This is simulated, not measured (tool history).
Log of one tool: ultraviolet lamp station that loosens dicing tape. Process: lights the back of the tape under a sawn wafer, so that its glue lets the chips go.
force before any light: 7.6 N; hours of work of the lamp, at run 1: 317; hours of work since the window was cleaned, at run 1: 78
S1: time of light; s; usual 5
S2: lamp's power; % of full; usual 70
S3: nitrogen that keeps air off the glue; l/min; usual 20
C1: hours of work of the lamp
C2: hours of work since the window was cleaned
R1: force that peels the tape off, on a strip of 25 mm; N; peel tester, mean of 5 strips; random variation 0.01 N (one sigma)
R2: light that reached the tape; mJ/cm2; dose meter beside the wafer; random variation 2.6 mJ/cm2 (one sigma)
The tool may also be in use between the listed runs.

{"run": 1, "hour": 0.0, "S1": 5, "S2": 70, "S3": 20, "C1": 317, "C2": 78, "R1": 0.432, "R2": 323}
{"run": 2, "hour": 40.8, "S1": 5, "S2": 70, "S3": 20, "C1": 349, "C2": 110, "R1": 0.433, "R2": 318}
{"run": 3, "hour": 115.0, "S1": 5, "S2": 78, "S3": 20, "C1": 407, "C2": 168, "R1": 0.376, "R2": 360}
{"run": 4, "hour": 150.7, "S1": 5, "S2": 78, "S3": 20, "C1": 435, "C2": 196, "R1": 0.368, "R2": 357}
{"hour": 162.9, "done": "window cleaned of glue's vapour"}
{"run": 5, "hour": 225.9, "S1": 5, "S2": 70, "S3": 27, "C1": 493, "C2": 49, "R1": 0.371, "R2": 322}
{"run": 6, "hour": 297.7, "S1": 5, "S2": 70, "S3": 8, "C1": 550, "C2": 106, "R1": 0.847, "R2": 321}
{"run": 7, "hour": 341.1, "S1": 5, "S2": 70, "S3": 36, "C1": 584, "C2": 140, "R1": 0.327, "R2": 318}
{"run": 8, "hour": 382.5, "S1": 5, "S2": 70, "S3": 36, "C1": 616, "C2": 172, "R1": 0.323, "R2": 319}
{"hour": 422.6, "done": "window cleaned of glue's vapour"}
{"run": 9, "hour": 426.0, "S1": 5, "S2": 70, "S3": 36, "C1": 650, "C2": 3, "R1": 0.332, "R2": 321}
{"run": 10, "hour": 472.2, "S1": 5, "S2": 70, "S3": 20, "C1": 686, "C2": 39, "R1": 0.443, "R2": 325}
{"run": 11, "hour": 508.5, "S1": 5, "S2": 70, "S3": 20, "C1": 715, "C2": 67, "R1": 0.427, "R2": 323}
{"run": 12, "hour": 578.2, "S1": 5, "S2": 70, "S3": 20, "C1": 769, "C2": 122, "R1": 0.437, "R2": 316}
{"run": 13, "hour": 659.8, "S1": 5, "S2": 70, "S3": 20, "C1": 833, "C2": 186, "R1": 0.444, "R2": 324}
{"hour": 682.3, "done": "window cleaned of glue's vapour"}
{"run": 14, "hour": 709.3, "S1": 5, "S2": 70, "S3": 20, "C1": 872, "C2": 21, "R1": 0.426, "R2": 323}
{"run": 15, "hour": 748.0, "S1": 5, "S2": 70, "S3": 20, "C1": 902, "C2": 52, "R1": 0.445, "R2": 318}
{"run": 16, "hour": 795.1, "S1": 7, "S2": 70, "S3": 20, "C1": 939, "C2": 88, "R1": 0.292, "R2": 451}
{"run": 17, "hour": 833.5, "S1": 5, "S2": 70, "S3": 20, "C1": 969, "C2": 119, "R1": 0.451, "R2": 324}
{"run": 18, "hour": 871.6, "S1": 5, "S2": 70, "S3": 20, "C1": 999, "C2": 148, "R1": 0.438, "R2": 318}
{"hour": 943.1, "done": "window cleaned of glue's vapour"}
{"run": 19, "hour": 955.9, "S1": 5, "S2": 70, "S3": 20, "C1": 1064, "C2": 10, "R1": 0.447, "R2": 319}
{"run": 20, "hour": 1007.4, "S1": 5, "S2": 70, "S3": 20, "C1": 1105, "C2": 50, "R1": 0.443, "R2": 317}
{"run": 21, "hour": 1085.6, "S1": 5, "S2": 63, "S3": 20, "C1": 1166, "C2": 112, "R1": 0.529, "R2": 288}
{"run": 22, "hour": 1168.8, "S1": 3, "S2": 69, "S3": 20, "C1": 1231, "C2": 177, "R1": 1.16, "R2": 192}
{"hour": 1204.6, "done": "window cleaned of glue's vapour"}
{"run": 23, "hour": 1204.6, "S1": 9, "S2": 63, "S3": 32, "C1": 1259, "C2": 0, "R1": 0.237, "R2": 525}
{"run": 24, "hour": 1248.4, "S1": 2, "S2": 73, "S3": 13, "C1": 1293, "C2": 34, "R1": 2.367, "R2": 132}
{"run": 25, "hour": 1298.1, "S1": 4, "S2": 73, "S3": 6, "C1": 1332, "C2": 73, "R1": 1.378, "R2": 266}
{"run": 26, "hour": 1371.2, "S1": 3, "S2": 70, "S3": 20, "C1": 1390, "C2": 131, "R1": 1.126, "R2": 192}
{"run": 27, "hour": 1430.3, "S1": 6, "S2": 70, "S3": 7, "C1": 1436, "C2": 177, "R1": 0.661, "R2": 388}
{"hour": 1467.4, "done": "window cleaned of glue's vapour"}
{"run": 28, "hour": 1484.5, "S1": 3, "S2": 97, "S3": 24, "C1": 1478, "C2": 13, "R1": 0.535, "R2": 269}
{"run": 29, "hour": 1532.8, "S1": 6, "S2": 95, "S3": 24, "C1": 1516, "C2": 51, "R1": 0.248, "R2": 524}
{"run": 30, "hour": 1582.4, "S1": 6, "S2": 95, "S3": 24, "C1": 1555, "C2": 90, "R1": 0.241, "R2": 519}
{"run": 31, "hour": 1657.0, "S1": 5, "S2": 70, "S3": 17, "C1": 1613, "C2": 149, "R1": 0.497, "R2": 319}
{"hour": 1726.6, "done": "window cleaned of glue's vapour"}
{"run": 32, "hour": 1732.2, "S1": 5, "S2": 70, "S3": 17, "C1": 1672, "C2": 4, "R1": 0.492, "R2": 318}
{"run": 33, "hour": 1812.0, "S1": 5, "S2": 70, "S3": 17, "C1": 1734, "C2": 67, "R1": 0.471, "R2": 322}
{"run": 34, "hour": 1863.9, "S1": 5, "S2": 84, "S3": 15, "C1": 1775, "C2": 108, "R1": 0.378, "R2": 381}
{"run": 35, "hour": 1900.0, "S1": 9, "S2": 63, "S3": 6, "C1": 1803, "C2": 136, "R1": 0.426, "R2": 517}
{"run": 36, "hour": 1951.0, "S1": 9, "S2": 80, "S3": 6, "C1": 1843, "C2": 176, "R1": 0.311, "R2": 660}
{"hour": 1985.5, "done": "window cleaned of glue's vapour"}
{"run": 37, "hour": 1995.5, "S1": 5, "S2": 93, "S3": 22, "C1": 1878, "C2": 8, "R1": 0.287, "R2": 425}
{"run": 38, "hour": 2076.0, "S1": 6, "S2": 94, "S3": 20, "C1": 1941, "C2": 71, "R1": 0.257, "R2": 519}
{"hour": 2097.4, "done": "lamp changed"}
{"run": 39, "hour": 2114.0, "S1": 3, "S2": 62, "S3": 31, "C1": 13, "C2": 100, "R1": 1.033, "R2": 172}
{"run": 40, "hour": 2176.8, "S1": 3, "S2": 62, "S3": 31, "C1": 62, "C2": 149, "R1": 1.047, "R2": 169}
{"hour": 2246.6, "done": "window cleaned of glue's vapour"}
{"run": 41, "hour": 2246.6, "S1": 5, "S2": 85, "S3": 10, "C1": 117, "C2": 0, "R1": 0.495, "R2": 393}

Forecast each of these 4 alternatives for the next run:
{"run": "A", "hour": 2310.0, "S1": 5, "S2": 90, "S3": 10, "C1": 166, "C2": 50, "R1": "?", "R2": "?"}
{"run": "B", "hour": 2310.0, "S1": 10, "S2": 70, "S3": 13, "C1": 166, "C2": 50, "R1": "?", "R2": "?"}
{"run": "C", "hour": 2310.0, "S1": 2, "S2": 98, "S3": 31, "C1": 166, "C2": 50, "R1": "?", "R2": "?"}
{"run": "D", "hour": 2310.0, "S1": 3, "S2": 85, "S3": 10, "C1": 166, "C2": 50, "R1": "?", "R2": "?"}

run=A R1=0.458 R2=414
run=B R1=0.243 R2=636
run=C R1=0.98 R2=180
run=D R1=1.225 R2=233
Without the tool's hidden state the same runs would have given:
run=A R1=0.457 R2=414
run=B R1=0.243 R2=637
run=C R1=0.979 R2=180
run=D R1=1.224 R2=233
